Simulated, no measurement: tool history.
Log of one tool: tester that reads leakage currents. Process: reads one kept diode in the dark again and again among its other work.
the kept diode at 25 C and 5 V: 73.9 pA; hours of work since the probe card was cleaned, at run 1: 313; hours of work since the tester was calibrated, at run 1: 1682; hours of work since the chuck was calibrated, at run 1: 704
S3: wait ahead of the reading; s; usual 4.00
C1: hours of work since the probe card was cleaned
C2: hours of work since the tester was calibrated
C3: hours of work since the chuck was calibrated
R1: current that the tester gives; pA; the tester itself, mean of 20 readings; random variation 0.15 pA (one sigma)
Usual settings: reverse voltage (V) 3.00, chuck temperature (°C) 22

{"run": 1, "hour": 0.0, "reverse voltage (V)": 3.0, "chuck temperature (°C)": 22, "S3": 4.0, "C1": 313, "C2": 1682, "C3": 704, "R1": 45.68}
{"run": 2, "hour": 115.2, "reverse voltage (V)": 9.82, "chuck temperature (°C)": 22, "S3": 4.0, "C1": 404, "C2": 1773, "C3": 795, "R1": 82.43}
{"run": 3, "hour": 221.6, "reverse voltage (V)": 9.82, "chuck temperature (°C)": 22, "S3": 4.0, "C1": 488, "C2": 1857, "C3": 879, "R1": 82.14}
{"run": 4, "hour": 350.2, "reverse voltage (V)": 9.82, "chuck temperature (°C)": 22, "S3": 4.0, "C1": 589, "C2": 1958, "C3": 981, "R1": 82.16}
{"run": 5, "hour": 453.9, "reverse voltage (V)": 3.56, "chuck temperature (°C)": 22, "S3": 4.0, "C1": 671, "C2": 2040, "C3": 1063, "R1": 49.69}
{"hour": 520.8, "done": "tester calibrated"}
{"run": 6, "hour": 566.8, "reverse voltage (V)": 3.0, "chuck temperature (°C)": 22, "S3": 4.0, "C1": 759, "C2": 36, "C3": 1150, "R1": 45.47}
{"run": 7, "hour": 707.5, "reverse voltage (V)": 3.0, "chuck temperature (°C)": 28, "S3": 2.58, "C1": 870, "C2": 148, "C3": 1261, "R1": 73.12}
{"run": 8, "hour": 852.8, "reverse voltage (V)": 3.0, "chuck temperature (°C)": 33, "S3": 0.37, "C1": 985, "C2": 263, "C3": 1376, "R1": 108.46}
{"run": 9, "hour": 952.8, "reverse voltage (V)": 4.99, "chuck temperature (°C)": 27, "S3": 4.0, "C1": 1064, "C2": 342, "C3": 1455, "R1": 86.86}
{"hour": 968.2, "done": "chuck's temperature calibrated"}
{"run": 10, "hour": 1103.2, "reverse voltage (V)": 3.0, "chuck temperature (°C)": 22, "S3": 1.7, "C1": 1182, "C2": 459, "C3": 107, "R1": 45.95}
{"run": 11, "hour": 1180.9, "reverse voltage (V)": 1.88, "chuck temperature (°C)": 22, "S3": 0.75, "C1": 1243, "C2": 520, "C3": 168, "R1": 36.68}

Hidden state at the last listed run before each entry between runs and at the first one after, where it differs:
Between runs 5 and 6: tester calibrated (hour 520.8)
  stray current of the dirty probe card, pA a volt: 0.022 -> 0.023
Between runs 9 and 10: chuck's temperature calibrated (hour 968.2)
  true chuck temperature over the reading, C: 0.01 -> 0
